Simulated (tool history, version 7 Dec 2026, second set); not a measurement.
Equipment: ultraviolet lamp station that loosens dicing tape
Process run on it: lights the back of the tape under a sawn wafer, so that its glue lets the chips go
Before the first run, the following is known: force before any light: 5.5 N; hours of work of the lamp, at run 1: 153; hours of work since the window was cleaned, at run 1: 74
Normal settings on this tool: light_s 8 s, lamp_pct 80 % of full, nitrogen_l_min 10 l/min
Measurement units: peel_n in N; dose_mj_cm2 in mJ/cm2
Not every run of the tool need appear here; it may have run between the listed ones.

run   hour  light_s  lamp_pct  nitrogen_l_min  hours of work of the lamp  hours of work since the window was cleaned  peel_n  dose_mj_cm2
  1    0.0        8        80              10                        153                                          74   0.287          302
  2    7.1        8        80              10                        156                                          78   0.303          302
  3   16.6        8        90              10                        161                                          82   0.282          349
  4   23.7        8        80              16                        165                                          86   0.281          310
  5   30.2        8        80              10                        168                                          89   0.295          312
  6   35.7        8        80              10                        171                                          92   0.309          303
  7   41.9        8        80              10                        174                                          95   0.309          308
  8   51.5        8        80              10                        178                                         100   0.306          305
  9   57.1        8        80              10                        181                                         103   0.323          301
 10   63.8        8        80              10                        185                                         106   0.310          304
 11   70.8        8        80              10                        188                                         110   0.289          303
 12   77.7        8        80              10                        192                                         113   0.301          302
 13   87.2        4        85              10                        196                                         118   0.719          162
 14   95.1       11        85               6                        200                                         122   0.262          443
      96.0  -- window cleaned of glue's vapour
 15  103.8        9        77               6                        205                                           4   0.349          321
 16  113.4        9        77               6                        209                                           9   0.313          319
 17  121.3        9        77               6                        213                                          13   0.336          325
 18  126.5       11        80              10                        216                                          15   0.256          409
 19  134.0       11        80              10                        220                                          19   0.269          405
 20  142.9        8        80               7                        224                                          24   0.359          297
     147.6  -- window cleaned of glue's vapour, once more
 21  150.6        8        80               7                        228                                           1   0.321          308

Forecast each of these 5 alternatives for the next run:
  A  156.4        8        63              10                        231                                           4       ?            ?
  B  156.4       15        61              12                        231                                           4       ?            ?
  C  156.4        8        80               4                        231                                           4       ?            ?
  D  156.4        8        86               7                        231                                           4       ?            ?
  E  156.4       14        70               4                        231                                           4       ?            ?

run  peel_n  dose_mj_cm2
  A   0.390          242
  B   0.251          439
  C   0.398          306
  D   0.296          333
  E   0.271          468
Without the tool's hidden state the same runs would have given:
run  peel_n  dose_mj_cm2
  A   0.359          258
  B   0.249          469
  C   0.365          327
  D   0.281          355
  E   0.264          500
